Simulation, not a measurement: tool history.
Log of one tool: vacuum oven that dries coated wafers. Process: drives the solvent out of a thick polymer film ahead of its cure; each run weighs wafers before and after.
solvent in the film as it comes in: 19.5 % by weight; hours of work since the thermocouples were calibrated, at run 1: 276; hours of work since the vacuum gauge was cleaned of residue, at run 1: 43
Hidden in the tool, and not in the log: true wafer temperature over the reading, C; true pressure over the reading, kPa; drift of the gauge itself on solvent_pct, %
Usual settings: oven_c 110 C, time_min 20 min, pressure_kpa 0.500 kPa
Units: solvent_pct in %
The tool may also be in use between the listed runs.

run,hour,oven_c,time_min,pressure_kpa,hours of work since the thermocouples were calibrated,hours of work since the vacuum gauge was cleaned of residue,solvent_pct
1,0.0,110,20,0.500,276,43,1.00
2,8.8,110,20,0.500,280,47,0.90
3,17.6,110,17,0.500,284,50,1.37
4,23.2,110,17,0.500,286,53,1.44
5,29.9,110,17,0.500,289,56,1.42
6,37.6,110,17,0.500,292,59,1.45
7,48.1,110,17,0.500,297,64,1.44
8,58.3,110,17,0.500,302,68,1.40
9,68.7,110,20,0.500,306,73,0.99
10,78.3,110,20,0.500,310,77,1.04
11,88.6,111,20,0.500,315,82,0.92
12,98.9,111,20,0.500,319,86,0.91
13,107.0,110,20,0.420,323,90,0.98
14,120.6,110,20,0.500,329,96,0.99
15,132.9,110,14,0.500,334,101,2.22
16,144.7,110,20,0.500,340,106,0.97
17,153.1,110,20,0.500,343,110,1.03
18,163.4,110,20,0.500,348,115,1.11
19,171.6,110,20,0.500,351,118,1.05
20,183.5,110,20,0.500,357,123,1.01
21,189.4,110,20,0.500,359,126,1.09
22,201.5,110,20,0.500,365,131,1.00
23,209.4,110,28,0.500,368,135,0.49
24,223.1,110,28,0.500,374,141,0.44
25,230.8,110,28,0.500,378,144,0.51
26,240.3,119,34,0.271,382,149,0.20
27,250.0,110,34,1.600,386,153,0.92
28,256.7,97,34,0.998,389,156,1.66
29,267.4,115,14,0.461,394,160,1.30
30,279.6,115,14,0.461,399,166,1.37
31,290.9,115,14,0.461,404,171,1.33
32,301.6,105,14,0.945,409,176,3.31
# hour 304.8: oven's thermocouples calibrated
33,316.2,105,14,0.945,5,181,3.26
34,326.6,103,30,0.903,10,186,1.10
35,335.9,111,20,0.492,14,190,0.85
36,347.4,111,20,0.492,19,195,0.92
37,354.4,113,29,1.101,22,198,0.59
# hour 358.0: oven's thermocouples calibrated, once more
38,364.0,113,11,0.714,3,201,2.74
39,377.7,111,11,0.693,9,207,3.18
40,388.6,102,30,0.385,13,212,1.00
41,396.0,116,18,0.343,17,215,0.71

Run 42 comes next. What will it give?
42,401.8,110,18,0.276,19,218,?

Run 42 gave solvent_pct 1.31 %.
Without the tool's hidden state the same run would have given solvent_pct 1.27 %.
